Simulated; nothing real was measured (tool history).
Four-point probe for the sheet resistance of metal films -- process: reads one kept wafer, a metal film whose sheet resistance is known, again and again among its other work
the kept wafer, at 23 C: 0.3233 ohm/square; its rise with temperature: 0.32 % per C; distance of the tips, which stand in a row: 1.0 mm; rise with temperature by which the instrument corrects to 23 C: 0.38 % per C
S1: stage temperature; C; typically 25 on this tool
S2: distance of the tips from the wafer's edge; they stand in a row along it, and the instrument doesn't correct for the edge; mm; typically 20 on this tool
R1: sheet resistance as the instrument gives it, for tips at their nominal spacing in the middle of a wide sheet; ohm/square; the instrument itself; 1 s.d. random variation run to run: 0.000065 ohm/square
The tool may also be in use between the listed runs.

run     day  S1  S2        R1
  1       0  25  20  0.322842
  2   1.258  25  20  0.323058
  3   3.529  25  20  0.322865
  4   4.929  25  20  0.323021
  5   6.438  25  20  0.322953
  6   8.821  25  20  0.322951
  7  11.167  25  20  0.322863
  8  13.538  25  20  0.322838
  9  14.796  25  20  0.322717
 10  17.225  25  20   0.32271
 11  18.542  25  20  0.322676
 12  21.512  25  20  0.322651
 13  24.408  25  20  0.322616
      24.75  -- stage's thermometer calibrated
 14  27.321  25  14    0.3239
 15  29.942  25  14  0.323694
 16  31.975  19   8  0.326596
 17  34.692  25  15  0.323593
 18   36.25  33   7   0.32478

What does the tool deliver on the next run?
 19  39.004  20  51   ?

{"run 19": {"R1": 0.323604}}
Minus the tool's unlogged condition, the same run would have read R1 0.323856 ohm/square.
